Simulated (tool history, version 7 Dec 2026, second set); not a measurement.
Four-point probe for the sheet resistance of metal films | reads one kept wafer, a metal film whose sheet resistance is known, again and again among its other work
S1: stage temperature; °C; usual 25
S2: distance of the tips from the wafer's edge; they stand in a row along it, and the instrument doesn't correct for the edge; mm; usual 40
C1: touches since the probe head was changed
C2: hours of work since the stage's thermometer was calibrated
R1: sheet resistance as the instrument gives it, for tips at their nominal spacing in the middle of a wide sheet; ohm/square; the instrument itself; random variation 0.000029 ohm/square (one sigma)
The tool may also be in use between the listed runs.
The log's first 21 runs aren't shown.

run,hour,S1,S2,C1,C2,R1
22,298.7,26,40,49970,1074,0.145481
23,309.9,26,40,50578,1082,0.145472
24,324,26,40,51339,1091,0.145454
25,332.1,28,4,51774,1096,0.153105
26,345,26,36,52472,1105,0.145475
27,360.8,27,4,53324,1115,0.153027
28,378.6,31,4,54284,1127,0.15345
29,388.9,34,18,54840,1134,0.146675
30,404.3,30,4,55670,1144,0.153357
31,422.6,18,18,56658,1156,0.144885
32,440.8,18,18,57640,1168,0.144893
33,453.6,31,55,58336,1177,0.145996
34,465.9,24,40,58997,1185,0.14528
35,482.8,19,5,59909,1196,0.14948
36,499,19,5,60785,1207,0.149465
37,507.6,19,51,61251,1213,0.144658
38,520.8,22,7,61961,1221,0.147479
39,538.8,27,15,62935,1233,0.14609
40,550.9,33,7,63589,1241,0.148752
41,568.2,33,7,64523,1253,0.148678
42,584.6,25,10,65406,1264,0.146532
43,592.9,27,40,65854,1269,0.145659

Forecast each of these 3 alternatives for the next run:
A,601.9,32,3,66339,1275,?
B,601.9,27,30,66339,1275,?
C,601.9,20,13,66339,1275,?

run,R1
A,0.158803
B,0.145716
C,0.145449
Without the tool's hidden state the same runs would have given:
run,R1
A,0.158824
B,0.145735
C,0.145469

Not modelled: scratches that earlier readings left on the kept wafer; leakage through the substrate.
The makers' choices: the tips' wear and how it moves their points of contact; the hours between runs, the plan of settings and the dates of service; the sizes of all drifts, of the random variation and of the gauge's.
